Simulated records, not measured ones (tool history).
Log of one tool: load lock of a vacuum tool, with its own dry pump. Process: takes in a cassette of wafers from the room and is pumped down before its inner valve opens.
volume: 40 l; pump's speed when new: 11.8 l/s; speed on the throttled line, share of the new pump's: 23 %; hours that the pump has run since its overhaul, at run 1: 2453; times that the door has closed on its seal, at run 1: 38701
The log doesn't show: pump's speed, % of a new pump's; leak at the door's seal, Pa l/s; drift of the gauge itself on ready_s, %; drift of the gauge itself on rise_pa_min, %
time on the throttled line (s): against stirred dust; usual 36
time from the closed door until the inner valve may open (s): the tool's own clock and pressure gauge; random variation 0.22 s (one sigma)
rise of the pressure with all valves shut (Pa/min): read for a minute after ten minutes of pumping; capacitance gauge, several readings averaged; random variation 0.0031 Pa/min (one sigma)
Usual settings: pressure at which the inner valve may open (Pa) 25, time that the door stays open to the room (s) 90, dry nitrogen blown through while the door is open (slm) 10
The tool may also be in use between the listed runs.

run	hour	time on the throttled line (s)	pressure at which the inner valve may open (Pa)	time that the door stays open to the room (s)	dry nitrogen blown through while the door is open (slm)	hours that the pump has run since its overhaul	times that the door has closed on its seal	incoming humidity of the room's air, %	time from the closed door until the inner valve may open (s)	rise of the pressure with all valves shut (Pa/min)
1	0.0	36	25	90	10	2453	38701	44.1	55.9	0.067
2	122.9	36	25	90	10	2576	39235	45.3	56.3	0.074
3	260.3	36	25	90	10	2714	39832	47.7	56.1	0.074
4	414.6	36	25	90	10	2868	40502	42.2	56.2	0.064
5	522.2	36	25	90	10	2976	40970	44.9	55.9	0.073
6	591.8	36	25	90	10	3045	41272	48.2	55.8	0.075
7	687.9	36	25	90	10	3141	41690	44.6	55.9	0.070
8	767.8	36	25	90	10	3221	42037	44.4	56.0	0.069
9	837.4	25	25	90	39	3291	42340	46.6	47.4	0.035
# hour 878.9: door's seal changed, seat wiped
10	999.2	36	22	90	6	3451	522	46.9	56.3	0.084
11	1091.0	36	22	90	6	3543	921	44.6	56.7	0.074
12	1250.9	36	34	90	7	3703	1616	45.5	54.7	0.077
13	1355.6	36	34	90	7	3808	2071	47.4	55.2	0.078
14	1505.5	36	34	90	7	3957	2722	48.6	54.8	0.083
15	1637.3	65	34	90	7	4089	3295	43.2	77.4	0.074
16	1793.9	23	25	39	21	4246	3975	46.4	46.0	0.032

3 ways to go on from here, each from the tool as it stands after run 16. What would each give?
A	1908.5	36	25	127	7	4360	4474	45.8	?	?
B	1908.5	23	44	28	9	4360	4474	42.2	?	?
C	1908.5	28	43	90	10	4360	4474	47.6	?	?

run	time from the closed door until the inner valve may open (s)	rise of the pressure with all valves shut (Pa/min)
A	56.1	0.096
B	44.1	0.029
C	48.1	0.072
Without the tool's hidden state the same runs would have given:
run	time from the closed door until the inner valve may open (s)	rise of the pressure with all valves shut (Pa/min)
A	56.1	0.096
B	44.1	0.029
C	48.1	0.072

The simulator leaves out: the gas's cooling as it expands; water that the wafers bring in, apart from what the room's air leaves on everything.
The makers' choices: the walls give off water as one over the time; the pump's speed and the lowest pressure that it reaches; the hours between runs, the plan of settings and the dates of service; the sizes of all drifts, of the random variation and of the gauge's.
